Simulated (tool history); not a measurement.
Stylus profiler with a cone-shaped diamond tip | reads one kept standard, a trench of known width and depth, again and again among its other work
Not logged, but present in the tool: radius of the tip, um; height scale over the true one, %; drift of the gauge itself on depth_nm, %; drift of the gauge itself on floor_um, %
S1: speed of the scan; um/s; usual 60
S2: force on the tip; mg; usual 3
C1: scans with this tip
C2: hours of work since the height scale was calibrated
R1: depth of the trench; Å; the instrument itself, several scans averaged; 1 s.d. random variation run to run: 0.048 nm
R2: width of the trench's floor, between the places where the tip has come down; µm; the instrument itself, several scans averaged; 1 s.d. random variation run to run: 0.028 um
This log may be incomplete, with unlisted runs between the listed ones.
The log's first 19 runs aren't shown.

run 20 hour=453.3 | S1=59 S2=3 | C1=5265 C2=484 | R1=1013.8 R2=28.5
run 21 hour=471.4 | S1=60 S2=3 | C1=5386 C2=495 | R1=1013.8 R2=28.5
run 22 hour=487.1 | S1=101 S2=3 | C1=5492 C2=505 | R1=1013.8 R2=28.35
run 23 hour=515.1 | S1=101 S2=3 | C1=5680 C2=522 | R1=1013.8 R2=28.3
run 24 hour=539.7 | S1=17 S2=1.39 | C1=5845 C2=537 | R1=1009.9 R2=28.56
run 25 hour=566.3 | S1=36 S2=3.05 | C1=6023 C2=554 | R1=1014.2 R2=28.57
run 26 hour=593.6 | S1=36 S2=3.05 | C1=6207 C2=571 | R1=1014.3 R2=28.57
run 27 hour=629.3 | S1=28 S2=2.81 | C1=6446 C2=593 | R1=1014.8 R2=28.56
run 28 hour=643.8 | S1=24 S2=3 | C1=6543 C2=602 | R1=1014.8 R2=28.59
run 29 hour=667.7 | S1=20 S2=1.94 | C1=6704 C2=616 | R1=1011.6 R2=28.56
run 30 hour=687.9 | S1=20 S2=1.94 | C1=6839 C2=629 | R1=1011.9 R2=28.55
run 31 hour=714.9 | S1=20 S2=1.94 | C1=7021 C2=645 | R1=1012 R2=28.56
run 32 hour=736.3 | S1=17 S2=1.94 | C1=7165 C2=659 | R1=1011.4 R2=28.56
run 33 hour=765.8 | S1=159 S2=3.94 | C1=7363 C2=677 | R1=1017.2 R2=28.19
run 34 hour=797.5 | S1=103 S2=1.46 | C1=7576 C2=696 | R1=1010.5 R2=28.18
run 35 hour=822.3 | S1=17 S2=1.46 | C1=7742 C2=712 | R1=1011 R2=28.5
run 36 hour=840.5 | S1=16 S2=2.75 | C1=7864 C2=723 | R1=1014 R2=28.58
run 37 hour=866.6 | S1=16 S2=2.75 | C1=8039 C2=739 | R1=1013.9 R2=28.52
run 38 hour=900.9 | S1=46 S2=6.25 | C1=8269 C2=760 | R1=1023.3 R2=28.47
run 39 hour=922.8 | S1=34 S2=3.14 | C1=8416 C2=774 | R1=1015.7 R2=28.53
run 40 hour=953.8 | S1=34 S2=3.14 | C1=8624 C2=793 | R1=1014.9 R2=28.51
run 41 hour=973.6 | S1=34 S2=3.14 | C1=8757 C2=805 | R1=1015.9 R2=28.48

Expected results for the next run?
run 42 hour=993.5 | S1=34 S2=3.14 | C1=8891 C2=817 | R1=? R2=?

R1: 1015.5 Å
R2: 28.49 µm
Had the tool carried no hidden state, the very same run would have given R1 1011.3 Å, R2 28.64 µm.

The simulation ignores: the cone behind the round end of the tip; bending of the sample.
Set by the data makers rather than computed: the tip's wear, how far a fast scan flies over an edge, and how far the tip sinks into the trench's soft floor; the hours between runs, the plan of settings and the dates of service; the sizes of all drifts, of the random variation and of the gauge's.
